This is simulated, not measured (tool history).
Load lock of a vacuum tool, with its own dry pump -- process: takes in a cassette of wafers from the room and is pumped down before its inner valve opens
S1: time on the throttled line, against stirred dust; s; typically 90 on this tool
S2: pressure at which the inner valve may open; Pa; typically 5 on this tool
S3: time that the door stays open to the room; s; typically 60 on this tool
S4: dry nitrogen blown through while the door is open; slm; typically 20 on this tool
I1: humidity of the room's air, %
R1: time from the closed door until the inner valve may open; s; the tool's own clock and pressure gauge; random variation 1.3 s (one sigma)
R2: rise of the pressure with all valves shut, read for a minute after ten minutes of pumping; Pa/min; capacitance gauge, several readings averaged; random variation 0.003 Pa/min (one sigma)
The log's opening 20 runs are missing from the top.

run    hour   S1  S2   S3  S4    I1     R1     R2
 21  4859.4   56   6   30  39  43.6  222.7  0.487
 22  5032.6   56   7   30   6  44.2  221.6  0.496
 23  5334.3   56   7   30   6  45.3  220.8  0.535
 24  5514.9  100   7   74   6  42.9  250.9  0.562
 25  5787.8   83   8   60  20  43.5  238.6  0.581
       5827  -- door's seal changed, seat wiped
     5939.3  -- dry pump taken out, an overhauled one fitted
 26  5992.5   90   5  138   9  38.9  213.2  0.049
 27  6139.3   90   5   73   8  45.7  214.2  0.044
 28  6429.6   90   7   60  27  44.8  209.9  0.039
 29  6618.3  162   5   60  35  45.5  270.4  0.039
 30  6810.1  162   6   74  35    44  262.7   0.04
 31  7076.7   76   7  164  20  47.5  201.5  0.068
 32  7415.6  107   5  221   9    43  228.1    0.1
 33  7607.8   60   6   30  24  45.8  195.8  0.058
 34  7840.9   60   7   30  24  47.9  193.4   0.07
 35  8163.2   72   7   30  24  46.6  203.8  0.076
 36  8497.9   90   7   60  20  42.7  215.1  0.104
 37  8671.8  116   5   60   8  45.5  239.9  0.114
 38  8984.7   90   4   60  14  45.2  225.6  0.124

Forecast each of these 3 alternatives for the next run:
  A  9242.8  90   6   50  23  42.2   ?   ?
  B  9242.8  66   4   60  37  48.3   ?   ?
  C  9242.8  90   5  187  29  44.5   ?   ?

run     R1     R2
  A  219.3  0.127
  B  212.7  0.127
  C  222.3  0.145
With no hidden state in the tool, these same runs would have given:
run     R1     R2
  A  208.8  0.025
  B  200.9  0.025
  C  211.6  0.041
